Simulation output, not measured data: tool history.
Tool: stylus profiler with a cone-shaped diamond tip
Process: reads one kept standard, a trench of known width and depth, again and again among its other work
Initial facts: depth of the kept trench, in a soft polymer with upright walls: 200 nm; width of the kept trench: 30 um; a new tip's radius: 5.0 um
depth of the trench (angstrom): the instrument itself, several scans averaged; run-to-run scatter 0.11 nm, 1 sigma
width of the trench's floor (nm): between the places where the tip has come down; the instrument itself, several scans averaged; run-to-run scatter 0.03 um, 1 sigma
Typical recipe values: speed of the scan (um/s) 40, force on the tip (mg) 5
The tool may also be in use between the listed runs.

| run | hour | speed of the scan (um/s) | force on the tip (mg) | depth of the trench (angstrom) | width of the trench's floor (nm) |
|---|---|---|---|---|---|
| 1 | 0 | 40 | 5 | 2027.4 | 26140 |
| 2 | 36.8 | 40 | 5 | 2028.8 | 26130 |
| 3 | 76.4 | 40 | 5 | 2030.7 | 26120 |
| 4 | 114.3 | 40 | 5 | 2028.3 | 26100 |
| 5 | 163.1 | 40 | 5 | 2028.8 | 26050 |
| 6 | 204.3 | 40 | 5 | 2029.7 | 26020 |
| 7 | 247.4 | 40 | 5 | 2029.2 | 25980 |
| 8 | 286.5 | 40 | 5 | 2031.9 | 26040 |
| 9 | 320.4 | 40 | 5 | 2028.1 | 26010 |
| 10 | 364.7 | 40 | 5 | 2028.2 | 25990 |
| 11 | 399.2 | 40 | 5 | 2030.1 | 25980 |
| 12 | 451 | 40 | 5 | 2030 | 25940 |
| 13 | 496.7 | 40 | 5 | 2030.3 | 25940 |
| 14 | 550.3 | 40 | 2.78 | 2012.9 | 26980 |
| 15 | 578.5 | 40 | 7.65 | 2024.6 | 27060 |
| 16 | 631.4 | 40 | 5 | 2020 | 27010 |
| 17 | 662.6 | 40 | 6.14 | 2022.8 | 27010 |
| 18 | 707.2 | 40 | 2.35 | 2011.4 | 26920 |
| 19 | 743.5 | 40 | 2.35 | 2014.4 | 26870 |
| 20 | 796.3 | 40 | 5 | 2020 | 26900 |
| 21 | 835.3 | 40 | 4.62 | 2020.2 | 26830 |
| 22 | 873.1 | 40 | 4.62 | 2022.2 | 26850 |
| 23 | 925.1 | 31 | 4.28 | 2018.3 | 26800 |
| 24 | 960.6 | 39 | 2.04 | 2011.6 | 26770 |
| 25 | 994.9 | 112 | 10.99 | 2034.6 | 26630 |
| 26 | 1031.4 | 34 | 6.33 | 2025.6 | 26720 |
| 27 | 1059 | 52 | 8.96 | 2030.2 | 26790 |
| 28 | 1112.8 | 94 | 5.43 | 2023 | 26540 |
| 29 | 1163.7 | 94 | 5.43 | 2023.7 | 26540 |
| 30 | 1215.5 | 90 | 4.72 | 2022.3 | 26450 |
| 31 | 1240.1 | 11 | 4.97 | 2023.7 | 26790 |
| 32 | 1264.2 | 11 | 4.97 | 2022.2 | 26730 |
| 33 | 1305.2 | 11 | 4.97 | 2024.3 | 26710 |
| 34 | 1352.6 | 11 | 4.97 | 2021.6 | 26690 |
| 35 | 1387.7 | 20 | 5 | 2025.4 | 26710 |
| 36 | 1414 | 20 | 5 | 2024.7 | 26670 |
| 37 | 1460.3 | 40 | 10.95 | 2036.2 | 26580 |
| 38 | 1487.4 | 61 | 8.57 | 2031.3 | 26540 |
| 39 | 1538.5 | 13 | 10.82 | 2036.7 | 26610 |
| 40 | 1583.3 | 28 | 1.76 | 2013.8 | 26510 |

The log once held 3 entries between its listed runs, left out of this copy. Where does each go, and what is different about the tool's unlogged condition between the listed run before it and the listed run after it?
Logged between run 13 and run 14: height scale calibrated on a step standard (hour 501.1); new tip fitted, height scale calibrated (hour 533.1)
  radius of the tip, um: 9.89 -> 5.11; height scale over the true one, %: 0.57 -> 0.009
  difference, measured minus the result without the unlogged condition, depth of the trench (angstrom): +11.5 -> +0.2; width of the trench's floor (nm): -1160 -> -30
Logged between run 15 and run 16: height scale calibrated on a step standard, once more (hour 620)
  radius of the tip, um: 5.17 -> 5.28; height scale over the true one, %: 0.016 -> 0.052
  difference, measured minus the result without the unlogged condition, depth of the trench (angstrom): +0.3 -> +1.1; width of the trench's floor (nm): -50 -> -80
